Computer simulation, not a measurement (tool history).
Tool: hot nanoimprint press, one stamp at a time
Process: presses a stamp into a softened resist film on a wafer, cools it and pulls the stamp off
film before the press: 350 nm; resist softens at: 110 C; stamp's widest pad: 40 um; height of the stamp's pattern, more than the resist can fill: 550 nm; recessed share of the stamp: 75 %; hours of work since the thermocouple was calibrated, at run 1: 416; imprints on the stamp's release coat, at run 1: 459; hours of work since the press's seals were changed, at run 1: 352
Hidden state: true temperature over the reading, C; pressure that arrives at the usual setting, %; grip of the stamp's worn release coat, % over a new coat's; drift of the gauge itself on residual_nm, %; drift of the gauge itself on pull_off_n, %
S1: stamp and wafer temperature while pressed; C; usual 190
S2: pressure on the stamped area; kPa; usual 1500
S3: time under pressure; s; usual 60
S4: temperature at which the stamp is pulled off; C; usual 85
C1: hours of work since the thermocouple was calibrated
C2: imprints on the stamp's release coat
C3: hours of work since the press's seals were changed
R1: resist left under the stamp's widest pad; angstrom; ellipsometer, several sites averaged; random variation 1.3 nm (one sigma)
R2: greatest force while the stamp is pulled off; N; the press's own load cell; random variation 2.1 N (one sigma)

run,hour,S1,S2,S3,S4,C1,C2,C3,R1,R2
1,0.0,190,1500,60,85,416,459,352,2043,104
2,71.1,190,1500,60,85,459,591,395,2060,110
3,139.3,190,1500,42,85,499,719,435,2312,113
# hour 147.7: plate thermocouple calibrated
4,180.5,190,1500,60,75,20,790,458,1962,123
5,219.0,190,1500,60,75,43,862,481,1969,126
6,269.8,190,1500,60,75,73,957,511,1985,133
# hour 280.7: stamp cleaned and given a new release coat
7,310.6,190,1500,89,75,94,56,532,1782,108
8,358.2,183,1500,60,85,122,144,561,2473,97

The next listed run, before its measurement:
9,425.5,197,1590,87,89,162,270,601,?,?

{"run 9": {"R1": 1341, "R2": 95}}
Without the tool's hidden state the same run would have given R1 1283 angstrom, R2 88 N.
